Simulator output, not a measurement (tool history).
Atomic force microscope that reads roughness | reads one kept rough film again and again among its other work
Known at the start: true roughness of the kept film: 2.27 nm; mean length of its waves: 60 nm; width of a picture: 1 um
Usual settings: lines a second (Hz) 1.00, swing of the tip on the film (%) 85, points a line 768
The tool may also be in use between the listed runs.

run   hour  lines a second (Hz)  swing of the tip on the film (%)  points a line  roughness of the kept film (nm (root mean square))
  1    0.0                 1.00                                85            768                                               1.880
  2    9.9                 1.00                                85            768                                               1.866
  3   18.6                 1.00                                85            768                                               1.847
  4   23.3                 1.00                                85            768                                               1.860
  5   34.3                 1.25                                85            768                                               1.789
      45.2  -- new tip fitted
  6   45.9                 1.25                                64            768                                               2.094
  7   54.7                 1.25                                64            768                                               2.091
  8   66.4                 1.00                                85            768                                               1.920
  9   77.5                 1.00                                85            768                                               1.907
 10   87.0                 1.00                                85            768                                               1.896
 11   92.0                 1.00                                85            768                                               1.890
 12  102.4                 1.00                                85            275                                               1.886
 13  111.3                 1.00                                85            275                                               1.878
 14  121.1                 0.80                                89            525                                               1.890
 15  127.9                 0.80                                89            525                                               1.865
 16  139.3                 3.43                                85            768                                               1.416
 17  149.7                 1.00                                60            768                                               2.028
 18  154.9                 1.00                                60            768                                               2.035
     162.0  -- new tip fitted
 19  163.1                 1.00                                60            768                                               2.153
 20  174.3                 2.60                                85            414                                               1.607

Forecast each of these 5 alternatives for the next run:
  A  182.0                 0.99                                85            498                                                   ?
  B  182.0                 1.00                                65            768                                                   ?
  C  182.0                 1.95                                74            514                                                   ?
  D  182.0                 1.98                                72            785                                                   ?
  E  182.0                 2.77                                88            287                                                   ?

run  roughness of the kept film (nm (root mean square))
  A                                               1.922
  B                                               2.098
  C                                               1.889
  D                                               1.912
  E                                               1.494
Without the tool's hidden state the same runs would have given:
run  roughness of the kept film (nm (root mean square))
  A                                               1.944
  B                                               2.122
  C                                               1.910
  D                                               1.934
  E                                               1.511

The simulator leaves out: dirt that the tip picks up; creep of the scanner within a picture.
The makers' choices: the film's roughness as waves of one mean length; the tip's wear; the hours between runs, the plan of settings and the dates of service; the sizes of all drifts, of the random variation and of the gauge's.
